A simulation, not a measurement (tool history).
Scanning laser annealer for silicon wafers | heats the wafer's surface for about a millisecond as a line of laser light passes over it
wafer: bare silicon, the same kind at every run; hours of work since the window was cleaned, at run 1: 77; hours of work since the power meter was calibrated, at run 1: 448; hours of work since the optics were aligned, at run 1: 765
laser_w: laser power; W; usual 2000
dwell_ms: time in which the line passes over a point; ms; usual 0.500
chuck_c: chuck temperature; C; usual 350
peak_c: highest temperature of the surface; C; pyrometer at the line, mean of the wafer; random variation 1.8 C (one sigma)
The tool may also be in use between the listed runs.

run,hour,laser_w,dwell_ms,chuck_c,hours of work since the window was cleaned,hours of work since the power meter was calibrated,hours of work since the optics were aligned,peak_c
1,0.0,2000,0.500,350,77,448,765,1052
2,27.0,2000,0.354,350,89,460,777,947
3,57.3,2000,0.354,350,102,474,790,950
4,71.1,2000,0.354,350,109,480,797,951
5,104.1,2000,0.354,350,123,495,811,945
6,123.0,2000,0.354,325,132,503,820,925
7,153.6,2000,0.354,325,146,517,834,923
8,174.3,2000,0.354,325,155,527,843,918
9,191.0,2000,0.354,325,163,534,851,917
10,212.7,2000,0.354,325,172,544,860,918
11,236.9,1773,0.525,350,183,555,871,977
12,262.2,1989,0.492,321,195,566,883,1004
13,283.4,1989,0.492,321,204,576,892,1006
14,313.2,1711,0.434,329,217,589,906,882
15,345.0,1711,0.434,329,232,603,920,880
16,376.2,1711,0.434,329,246,617,934,875
17,393.0,1873,0.506,350,253,625,941,994
18,418.1,2030,0.416,356,265,636,953,996
19,439.7,2030,0.416,356,274,646,962,998

Hidden state or all else? Some run-to-run changes of peak_c, split into what the settings, what came in and random variation would give without the hidden state, and what is left for the hidden state (with any gauge scatter that isn't in both results):
The hidden state here: light that passes the window, % of a clean one's; laser's true power over the reading, %; width of the line over the set one, %; drift of the gauge itself on peak_c, C.
Run 13 -> 14: laser_w 1989 -> 1711, dwell_ms 0.492 -> 0.434, chuck_c 321 -> 329. peak_c -124 C: hidden state +5, all else -129.
Run 16 -> 17: laser_w 1711 -> 1873, dwell_ms 0.434 -> 0.506, chuck_c 329 -> 350. peak_c +119 C: hidden state -6, all else +125.
